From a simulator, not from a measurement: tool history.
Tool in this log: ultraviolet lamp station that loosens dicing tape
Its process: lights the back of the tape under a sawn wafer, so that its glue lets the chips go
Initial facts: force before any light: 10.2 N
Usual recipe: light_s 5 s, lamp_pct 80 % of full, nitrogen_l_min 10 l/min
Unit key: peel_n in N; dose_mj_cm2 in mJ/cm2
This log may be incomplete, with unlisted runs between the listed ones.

Run 1, hour 0: usual settings. Result: peel_n 0.614 N, dose_mj_cm2 182 mJ/cm2.
Run 2, hour 26.2: usual settings. Result: peel_n 0.633 N, dose_mj_cm2 184 mJ/cm2.
Run 3, hour 58.8: usual settings. Result: peel_n 0.611 N, dose_mj_cm2 177 mJ/cm2.
Run 4, hour 102.1: usual settings but light_s 2 s. Result: peel_n 3.077 N, dose_mj_cm2 71 mJ/cm2.
Run 5, hour 135.7: usual settings but light_s 2 s. Result: peel_n 3.222 N, dose_mj_cm2 67 mJ/cm2.
Run 6, hour 168.4: usual settings but light_s 9 s. Result: peel_n 0.259 N, dose_mj_cm2 296 mJ/cm2.
Run 7, hour 205.2: usual settings but light_s 9 s. Result: peel_n 0.28 N, dose_mj_cm2 291 mJ/cm2.
Run 8, hour 239: usual settings. Result: peel_n 0.816 N, dose_mj_cm2 158 mJ/cm2.
Run 9, hour 285.8: usual settings. Result: peel_n 0.907 N, dose_mj_cm2 152 mJ/cm2.
Run 10, hour 326.8: usual settings but light_s 7 s. Result: peel_n 0.451 N, dose_mj_cm2 208 mJ/cm2.
Run 11, hour 376.2: usual settings but light_s 7 s. Result: peel_n 0.507 N, dose_mj_cm2 198 mJ/cm2.
At hour 420.6: window cleaned of glue's vapour.
Run 12, hour 423.3: usual settings but light_s 7 s. Result: peel_n 0.576 N, dose_mj_cm2 184 mJ/cm2.
Run 13, hour 468.1: usual settings. Result: peel_n 1.247 N, dose_mj_cm2 126 mJ/cm2.
Run 14, hour 497.8: usual settings. Result: peel_n 1.337 N, dose_mj_cm2 125 mJ/cm2.
Run 15, hour 531.1: usual settings. Result: peel_n 1.389 N, dose_mj_cm2 124 mJ/cm2.
Run 16, hour 563.3: usual settings but lamp_pct 74 % of full. Result: peel_n 1.661 N, dose_mj_cm2 113 mJ/cm2.
Run 17, hour 587.2: usual settings but light_s 4 s, lamp_pct 74 % of full. Result: peel_n 2.503 N, dose_mj_cm2 86 mJ/cm2.
At hour 606.7: lamp changed.
Run 18, hour 630: usual settings but light_s 4 s, lamp_pct 74 % of full. Result: peel_n 1.117 N, dose_mj_cm2 136 mJ/cm2.
Run 19, hour 656.2: usual settings but light_s 4 s, lamp_pct 74 % of full. Result: peel_n 1.143 N, dose_mj_cm2 137 mJ/cm2.
Run 20, hour 680.5: usual settings but light_s 4 s, lamp_pct 74 % of full. Result: peel_n 1.172 N, dose_mj_cm2 135 mJ/cm2.
At hour 715.4: window cleaned of glue's vapour, once more.
Run 21, hour 720.3: usual settings but light_s 4 s, lamp_pct 74 % of full. Result: peel_n 0.935 N, dose_mj_cm2 146 mJ/cm2.
Run 22, hour 759.8: usual settings but light_s 4 s, lamp_pct 69 % of full, nitrogen_l_min 14 l/min. Result: peel_n 0.904 N, dose_mj_cm2 136 mJ/cm2.
Run 23, hour 790.1: usual settings but light_s 6 s, lamp_pct 71 % of full, nitrogen_l_min 8 l/min. Result: peel_n 0.593 N, dose_mj_cm2 200 mJ/cm2.
Run 24, hour 836.8: usual settings but light_s 6 s, lamp_pct 71 % of full, nitrogen_l_min 8 l/min. Result: peel_n 0.616 N, dose_mj_cm2 193 mJ/cm2.
Run 25, hour 885: usual settings. Result: peel_n 0.613 N, dose_mj_cm2 175 mJ/cm2.
Run 26, hour 924.1: usual settings. Result: peel_n 0.669 N, dose_mj_cm2 175 mJ/cm2.
Run 27, hour 973.3: usual settings but light_s 8 s, lamp_pct 84 % of full, nitrogen_l_min 4 l/min. Result: peel_n 0.52 N, dose_mj_cm2 280 mJ/cm2.
Run 28, hour 1009: usual settings but light_s 2 s, lamp_pct 89 % of full, nitrogen_l_min 8 l/min. Result: peel_n 3.273 N, dose_mj_cm2 74 mJ/cm2.
Run 29, hour 1058.6: usual settings but light_s 3 s, nitrogen_l_min 8 l/min. Result: peel_n 2.425 N, dose_mj_cm2 96 mJ/cm2.
Run 30, hour 1092.7: usual settings but light_s 7 s, lamp_pct 75 % of full, nitrogen_l_min 19 l/min. Result: peel_n 0.342 N, dose_mj_cm2 202 mJ/cm2.
Run 31, hour 1141.8: usual settings but light_s 7 s, lamp_pct 75 % of full, nitrogen_l_min 19 l/min. Result: peel_n 0.343 N, dose_mj_cm2 195 mJ/cm2.
Run 32, hour 1177.4: usual settings but light_s 4 s, nitrogen_l_min 13 l/min. Result: peel_n 1.335 N, dose_mj_cm2 109 mJ/cm2.
Run 33, hour 1212.3: usual settings but light_s 2 s, lamp_pct 73 % of full. Result: peel_n 4.227 N, dose_mj_cm2 49 mJ/cm2.
Run 34, hour 1249.8: usual settings but light_s 3 s, lamp_pct 70 % of full, nitrogen_l_min 7 l/min. Result: peel_n 3.527 N, dose_mj_cm2 69 mJ/cm2.
Run 35, hour 1282.4: usual settings but lamp_pct 62 % of full. Result: peel_n 1.822 N, dose_mj_cm2 103 mJ/cm2.
Run 36, hour 1326.8: usual settings but lamp_pct 76 % of full, nitrogen_l_min 12 l/min. Result: peel_n 1.252 N, dose_mj_cm2 118 mJ/cm2.

What if the next run were any one of these 4? Each begins from the tool's condition after run 36:
Run A, hour 1355.2: usual settings but light_s 7 s, lamp_pct 76 % of full, nitrogen_l_min 7 l/min. Result: peel_n ?, dose_mj_cm2 ?.
Run B, hour 1355.2: usual settings but light_s 6 s, lamp_pct 76 % of full, nitrogen_l_min 12 l/min. Result: peel_n ?, dose_mj_cm2 ?.
Run C, hour 1355.2: usual settings but lamp_pct 76 % of full, nitrogen_l_min 5 l/min. Result: peel_n ?, dose_mj_cm2 ?.
Run D, hour 1355.2: usual settings but light_s 8 s, lamp_pct 78 % of full, nitrogen_l_min 18 l/min. Result: peel_n ?, dose_mj_cm2 ?.

run  peel_n  dose_mj_cm2
  A   1.007          163
  B   0.937          142
  C   2.395          115
  D   0.379          192
Had the tool no hidden state, the same runs would have come out as:
run  peel_n  dose_mj_cm2
  A   0.336          282
  B    0.32          245
  C   0.904          200
  D   0.222          332
